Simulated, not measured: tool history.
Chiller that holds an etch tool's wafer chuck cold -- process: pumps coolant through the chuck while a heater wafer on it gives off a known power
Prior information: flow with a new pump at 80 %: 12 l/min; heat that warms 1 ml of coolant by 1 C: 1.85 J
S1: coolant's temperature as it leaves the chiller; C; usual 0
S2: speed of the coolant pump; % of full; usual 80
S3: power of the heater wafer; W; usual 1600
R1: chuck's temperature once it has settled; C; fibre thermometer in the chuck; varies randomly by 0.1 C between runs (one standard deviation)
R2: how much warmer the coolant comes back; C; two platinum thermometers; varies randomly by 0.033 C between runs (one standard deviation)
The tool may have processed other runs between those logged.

Run 1, hour 0.0: usual settings. Result: R1 10.8 C, R2 4.33 C.
Run 2, hour 25.5: usual settings but S3 1095 W. Result: R1 7.6 C, R2 2.95 C.
Run 3, hour 51.3: usual settings but S1 8 C, S3 1095 W. Result: R1 15.5 C, R2 2.93 C.
Run 4, hour 68.6: usual settings but S2 96 % of full. Result: R1 9.5 C, R2 3.59 C.
Run 5, hour 83.5: usual settings but S2 96 % of full, S3 1098 W. Result: R1 6.2 C, R2 2.40 C.
Run 6, hour 117.1: usual settings but S2 96 % of full, S3 1098 W. Result: R1 6.5 C, R2 2.48 C.
Run 7, hour 145.0: usual settings but S2 96 % of full, S3 1098 W. Result: R1 6.4 C, R2 2.45 C.
Run 8, hour 170.1: usual settings but S2 96 % of full, S3 1098 W. Result: R1 6.3 C, R2 2.48 C.
Run 9, hour 188.9: usual settings. Result: R1 11.2 C, R2 4.32 C.
Run 10, hour 206.8: usual settings. Result: R1 11.2 C, R2 4.40 C.
Run 11, hour 226.8: usual settings. Result: R1 11.0 C, R2 4.39 C.
Run 12, hour 260.4: usual settings. Result: R1 11.1 C, R2 4.36 C.
Run 13, hour 283.3: usual settings. Result: R1 11.3 C, R2 4.42 C.
Run 14, hour 313.1: usual settings. Result: R1 11.0 C, R2 4.34 C.
Run 15, hour 332.9: usual settings. Result: R1 11.1 C, R2 4.33 C.
Run 16, hour 347.6: usual settings. Result: R1 11.2 C, R2 4.37 C.
Run 17, hour 383.1: usual settings. Result: R1 11.2 C, R2 4.35 C.
Run 18, hour 398.8: usual settings. Result: R1 11.2 C, R2 4.36 C.
Run 19, hour 419.7: usual settings but S1 -1 C, S2 64 % of full, S3 869 W. Result: R1 6.5 C, R2 2.96 C.
Run 20, hour 437.0: usual settings but S1 -1 C, S2 64 % of full, S3 869 W. Result: R1 6.6 C, R2 3.00 C.
Run 21, hour 465.7: usual settings but S1 -1 C, S2 64 % of full, S3 869 W. Result: R1 6.6 C, R2 3.03 C.
Run 22, hour 488.6: usual settings but S1 -1 C, S2 64 % of full, S3 869 W. Result: R1 6.3 C, R2 3.02 C.
Run 23, hour 509.6: usual settings but S1 2 C, S2 89 % of full, S3 1300 W. Result: R1 10.4 C, R2 3.19 C.
Run 24, hour 535.7: usual settings but S2 87 % of full, S3 821 W. Result: R1 5.6 C, R2 2.09 C.
Run 25, hour 570.0: usual settings but S2 87 % of full, S3 821 W. Result: R1 5.4 C, R2 2.06 C.

For run 26, what comes out?
Run 26, hour 589.7: usual settings but S1 3 C, S3 1439 W. Result: R1 ?, R2 ?.

Run 26 came out at R1 13.2 C, R2 3.90 C.
Take away the tool's hidden state, keep the run-to-run variation as it was, and the same run would have given R1 12.8 C, R2 3.86 C.
